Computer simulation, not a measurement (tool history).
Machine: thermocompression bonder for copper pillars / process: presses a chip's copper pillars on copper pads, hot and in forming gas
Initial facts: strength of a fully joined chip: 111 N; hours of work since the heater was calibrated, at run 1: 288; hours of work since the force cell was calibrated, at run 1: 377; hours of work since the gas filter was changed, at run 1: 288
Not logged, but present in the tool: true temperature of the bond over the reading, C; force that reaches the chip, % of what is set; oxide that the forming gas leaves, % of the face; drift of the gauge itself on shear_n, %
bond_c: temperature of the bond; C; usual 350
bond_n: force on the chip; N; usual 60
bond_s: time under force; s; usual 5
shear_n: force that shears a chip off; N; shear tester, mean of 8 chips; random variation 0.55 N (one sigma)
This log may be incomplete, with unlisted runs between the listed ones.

run   hour  bond_c  bond_n  bond_s  hours of work since the heater was calibrated  hours of work since the force cell was calibrated  hours of work since the gas filter was changed  shear_n
  1      0     350      60       5                                            288                                                377                                             288       42
  2   23.4     350      60       5                                            306                                                394                                             306     42.3
  3   40.6     350      60       5                                            318                                                407                                             318     41.2
  4   70.5     350      60       5                                            341                                                429                                             341     41.8
  5   97.1     350      60       5                                            360                                                448                                             360     42.3
  6  124.5     350      60       5                                            381                                                469                                             381     42.3
     139.9  -- forming gas filter changed
  7  142.5     350      60       5                                            394                                                482                                               2     42.6
  8  156.4     350      60       5                                            404                                                492                                              12     41.6
  9  184.8     350      60       5                                            425                                                513                                              33     42.2
 10  211.9     350      60       5                                            445                                                533                                              53     41.7
 11  242.8     350      60       5                                            468                                                556                                              76     41.7
 12  261.4     350      60       5                                            482                                                570                                              90     42.7
 13  286.2     350      60       5                                            500                                                588                                             108     42.8
 14  306.1     350      60       5                                            515                                                603                                             123     41.9
 15  319.5     350      60       5                                            525                                                613                                             133     41.8
 16  346.8     350      77       5                                            545                                                633                                             153     53.4
 17  374.8     350      77       5                                            566                                                654                                             174     54.4
 18  388.9     350      77       5                                            576                                                664                                             184     53.6
 19  403.6     350      77       5                                            587                                                675                                             195     54.2
 20  434.3     364      60       5                                            610                                                698                                             218     48.6
 21  464.4     337      58       3                                            632                                                720                                             240     27.5
 22  484.1     350      43       5                                            647                                                735                                             255     30.1
 23    500     350      43       5                                            658                                                747                                             267     30.1
 24  528.7     339      60       5                                            680                                                768                                             288     36.9
 25  552.7     339      60       5                                            697                                                786                                             306     37.2
 26  568.8     339      60       5                                            709                                                797                                             318     37.1
 27  591.6     350      84       3                                            726                                                814                                             335     47.2
 28  615.8     352      86       7                                            744                                                832                                             353     66.8
 29  645.3     376      60       5                                            766                                                854                                             374     54.2
 30  665.3     376      60       5                                            781                                                869                                             389     53.7
     668.4  -- forming gas filter changed
 31  684.2     334      88       5                                            794                                                883                                              12     50.6
 32  712.3     334      88       5                                            815                                                903                                              33     50.6
 33  729.2     342      75      12                                            828                                                916                                              45     64.7
 34  743.4     350      38       6                                            838                                                926                                              56     27.2

Alternative continuations, all from the tool just after run 34; predict every row:
  A  758.3     359      48       5                                            849                                                938                                              67        ?
  B  758.3     350      49       7                                            849                                                938                                              67        ?
  C  758.3     350      47       6                                            849                                                938                                              67        ?

run  shear_n
  A     37.7
  B     38.8
  C       35
Take away the tool's hidden state, keep each run's random variation, and the runs would have read:
run  shear_n
  A     37.8
  B     38.9
  C     35.2

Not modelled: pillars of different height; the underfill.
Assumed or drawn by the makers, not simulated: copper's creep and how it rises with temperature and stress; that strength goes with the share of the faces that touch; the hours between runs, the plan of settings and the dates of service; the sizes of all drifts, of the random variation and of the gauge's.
